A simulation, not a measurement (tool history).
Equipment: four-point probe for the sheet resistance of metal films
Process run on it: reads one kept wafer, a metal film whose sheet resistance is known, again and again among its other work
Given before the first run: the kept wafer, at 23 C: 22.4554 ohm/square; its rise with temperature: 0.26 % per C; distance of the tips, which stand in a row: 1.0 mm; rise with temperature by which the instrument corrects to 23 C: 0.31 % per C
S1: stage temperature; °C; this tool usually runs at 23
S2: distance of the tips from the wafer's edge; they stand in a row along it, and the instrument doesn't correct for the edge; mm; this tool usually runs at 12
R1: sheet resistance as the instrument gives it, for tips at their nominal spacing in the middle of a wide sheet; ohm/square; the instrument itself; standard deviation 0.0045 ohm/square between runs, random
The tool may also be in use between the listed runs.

| run | hour | S1 | S2 | R1 |
|---|---|---|---|---|
| 1 | 0.0 | 23 | 12 | 22.480272 |
| 2 | 29.4 | 23 | 12 | 22.482487 |
| 3 | 75.4 | 23 | 12 | 22.478427 |
| 4 | 107.0 | 31 | 12 | 22.393227 |
| 5 | 136.9 | 31 | 12 | 22.388046 |
| 6 | 177.8 | 31 | 12 | 22.388751 |
| 7 | 212.7 | 31 | 12 | 22.390806 |
| 8 | 264.7 | 31 | 8 | 22.495630 |
| 9 | 319.9 | 23 | 12 | 22.477645 |
| 10 | 380.0 | 23 | 12 | 22.481764 |
| 11 | 424.5 | 23 | 12 | 22.471456 |
| 12 | 468.2 | 23 | 12 | 22.469735 |
| 13 | 537.0 | 25 | 12 | 22.449043 |
| 14 | 605.9 | 23 | 12 | 22.473806 |
| 15 | 651.6 | 23 | 12 | 22.463657 |
| 16 | 707.9 | 22 | 12 | 22.477911 |
| 17 | 739.9 | 23 | 10 | 22.506670 |
| 18 | 784.3 | 31 | 10 | 22.415596 |
| 19 | 827.7 | 21 | 10 | 22.519043 |
| 20 | 857.0 | 19 | 10 | 22.553725 |
| 21 | 905.0 | 19 | 10 | 22.552312 |
| 22 | 945.4 | 32 | 12 | 22.373906 |
| 23 | 1015.0 | 32 | 12 | 22.371642 |
| 24 | 1060.8 | 22 | 10 | 22.508699 |
| 25 | 1116.6 | 22 | 7 | 22.632328 |
| 26 | 1179.7 | 22 | 7 | 22.625086 |
| 27 | 1209.0 | 22 | 7 | 22.631492 |
| 28 | 1247.0 | 19 | 9 | 22.561151 |
| 29 | 1285.9 | 22 | 16 | 22.428534 |
| 30 | 1345.7 | 33 | 71 | 22.259234 |
| 31 | 1413.7 | 32 | 71 | 22.283294 |
| 32 | 1473.2 | 32 | 71 | 22.272946 |
| 33 | 1524.4 | 19 | 12 | 22.495819 |
| 34 | 1565.3 | 28 | 49 | 22.320719 |
| 35 | 1626.4 | 27 | 62 | 22.327699 |
| 36 | 1671.4 | 20 | 54 | 22.412803 |
|  | 1691.9 | stage's thermometer calibrated |
| 37 | 1735.7 | 20 | 54 | 22.430441 |
| 38 | 1783.4 | 25 | 7 | 22.603815 |
| 39 | 1836.2 | 25 | 7 | 22.605629 |
| 40 | 1875.8 | 25 | 7 | 22.604008 |
| 41 | 1938.0 | 25 | 7 | 22.614152 |
| 42 | 1982.6 | 23 | 12 | 22.475031 |
| 43 | 2031.8 | 23 | 12 | 22.466282 |
| 44 | 2083.9 | 22 | 12 | 22.476883 |
| 45 | 2122.6 | 30 | 8 | 22.498805 |

4 ways to go on from here, each from the tool as it stands after run 45. What would each give?
| A | 2163.4 | 34 | 3 | ? |
| B | 2163.4 | 28 | 57 | ? |
| C | 2163.4 | 31 | 4 | ? |
| D | 2163.4 | 26 | 8 | ? |

| run | R1 |
|---|---|
| A | 23.520185 |
| B | 22.343582 |
| C | 23.023554 |
| D | 22.537819 |
With the hidden condition removed and each run's random variation left untouched, the same runs would have given:
| run | R1 |
|---|---|
| A | 23.597311 |
| B | 22.417232 |
| C | 23.099228 |
| D | 22.612086 |
